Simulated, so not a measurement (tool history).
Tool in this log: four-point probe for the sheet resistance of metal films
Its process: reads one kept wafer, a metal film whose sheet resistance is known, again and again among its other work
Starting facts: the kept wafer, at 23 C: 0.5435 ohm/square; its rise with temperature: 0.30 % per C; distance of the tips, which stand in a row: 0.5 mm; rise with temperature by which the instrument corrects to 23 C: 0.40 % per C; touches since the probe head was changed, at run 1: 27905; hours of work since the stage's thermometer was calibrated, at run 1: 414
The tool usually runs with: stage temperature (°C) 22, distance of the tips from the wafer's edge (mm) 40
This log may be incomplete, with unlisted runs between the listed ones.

run,hour,stage temperature (°C),distance of the tips from the wafer's edge (mm),touches since the probe head was changed,hours of work since the stage's thermometer was calibrated,sheet resistance as the instrument gives it (ohm/square)
1,0,22,40,27905,414,0.546905
2,23.1,22,40,29399,431,0.546918
3,61.3,22,40,31877,459,0.546722
4,83.9,22,40,33341,475,0.54675
5,134.6,22,8,36628,513,0.548
6,166.3,22,8,38680,536,0.548379
7,193.1,22,31,40414,555,0.547138
8,248.1,22,31,43977,596,0.547146
9,282.5,22,31,46209,621,0.547092
10,334.2,24,40,49555,659,0.546001
11,375.2,24,40,52212,689,0.545986
12,427.9,26,40,55625,728,0.545112
13,455.2,35,40,57395,748,0.540201
14,509.9,35,40,60938,788,0.540378
15,562.7,22,40,64360,826,0.54734
16,598.8,22,40,66703,853,0.547473
17,631.9,22,40,68843,877,0.547607
18,674.8,22,25,71626,909,0.547479
19,712.8,22,40,74088,936,0.547387
20,761.3,22,40,77225,972,0.547722
21,785.9,22,40,78822,990,0.54765
22,830.8,22,40,81732,1023,0.547653
23,855.7,21,40,83344,1041,0.548016
24,892.2,30,12,85705,1068,0.543754
25,938.5,25,31,88708,1102,0.546123
26,993.4,28,5,92262,1142,0.547308
27,1019.4,28,5,93947,1161,0.547456
28,1046.1,18,9,95678,1181,0.550925
29,1081,24,8,97940,1206,0.547831
30,1104,22,11,99432,1223,0.548626
31,1148.4,22,11,102304,1256,0.548457
32,1202.4,22,11,105805,1295,0.548417
33,1244,22,11,108500,1326,0.548564
34,1281.2,30,12,110908,1353,0.544045
35,1310,22,29,112779,1374,0.548202
36,1363.4,33,36,116238,1414,0.54212
37,1417.8,33,36,119759,1453,0.542227
38,1465.8,33,7,122873,1489,0.543828
39,1509.2,29,12,125683,1520,0.544823
40,1536,29,10,127416,1540,0.545085
41,1569,29,10,129556,1564,0.545142
42,1599.6,29,10,131542,1587,0.54535
43,1648.4,29,10,134698,1622,0.545436
44,1678.5,30,21,136649,1645,0.544432
45,1711.6,23,8,138793,1669,0.549126

Here are 4 independent what-if runs from the current tool condition. What would each one return?
A,1748.1,28,9,141163,1696,?
B,1748.1,21,40,141163,1696,?
C,1748.1,25,63,141163,1696,?
D,1748.1,25,67,141163,1696,?

run,sheet resistance as the instrument gives it (ohm/square)
A,0.546007
B,0.549173
C,0.547009
D,0.546755
Had the tool no hidden state, the same runs would have come out as:
run,sheet resistance as the instrument gives it (ohm/square)
A,0.541485
B,0.54464
C,0.542485
D,0.542233
